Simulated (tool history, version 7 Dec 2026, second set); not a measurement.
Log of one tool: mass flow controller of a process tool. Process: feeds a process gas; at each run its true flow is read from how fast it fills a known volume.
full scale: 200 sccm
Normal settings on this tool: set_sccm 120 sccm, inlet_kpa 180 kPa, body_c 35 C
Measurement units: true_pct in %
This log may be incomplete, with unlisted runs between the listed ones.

run,day,set_sccm,inlet_kpa,body_c,true_pct
1,0.000,120,180,35,99.80
2,14.254,120,180,35,99.87
3,29.212,120,180,35,99.98
4,48.254,84,180,35,99.13
5,70.488,84,180,35,99.30
6,81.675,84,221,35,99.22
7,93.950,84,221,35,99.27
8,108.671,84,221,35,99.38
9,130.025,120,180,25,99.78
10,145.142,120,180,25,99.71
11,160.850,120,180,38,100.28
12,173.958,120,157,35,100.25
13,194.638,120,157,35,100.41
# day 206.604: controller's zero set anew
14,206.762,120,180,24,100.38
15,225.521,120,180,24,100.37
16,242.058,120,180,24,100.35
17,256.775,120,180,35,100.97
18,272.033,120,180,35,101.04
19,284.367,72,180,35,100.26
20,300.179,72,180,35,100.36
21,322.129,72,180,35,100.28
22,339.204,50,180,35,99.76
23,354.142,24,185,20,97.95
24,370.925,61,208,23,99.57
25,381.662,28,185,30,98.66
26,391.954,41,180,35,99.68
27,408.171,41,180,35,99.69
28,420.917,41,180,35,99.50
29,430.938,88,246,21,99.80
30,452.779,88,246,21,99.97
# day 458.267: controller exchanged for a calibrated one
31,470.371,88,246,21,98.27
32,486.733,88,184,34,99.19
33,499.088,88,149,26,99.00
34,515.125,68,219,29,98.49
35,527.846,142,180,33,99.84
36,550.300,142,263,35,99.77

Below are 3 alternative next runs, each starting from the tool's condition after run 36. Predict each:
A,563.021,24,180,26,?
B,563.021,129,180,37,?
C,563.021,142,263,25,?

run,true_pct
A,97.57
B,100.04
C,99.52
Without the tool's hidden state the same runs would have given:
run,true_pct
A,97.98
B,99.75
C,99.22
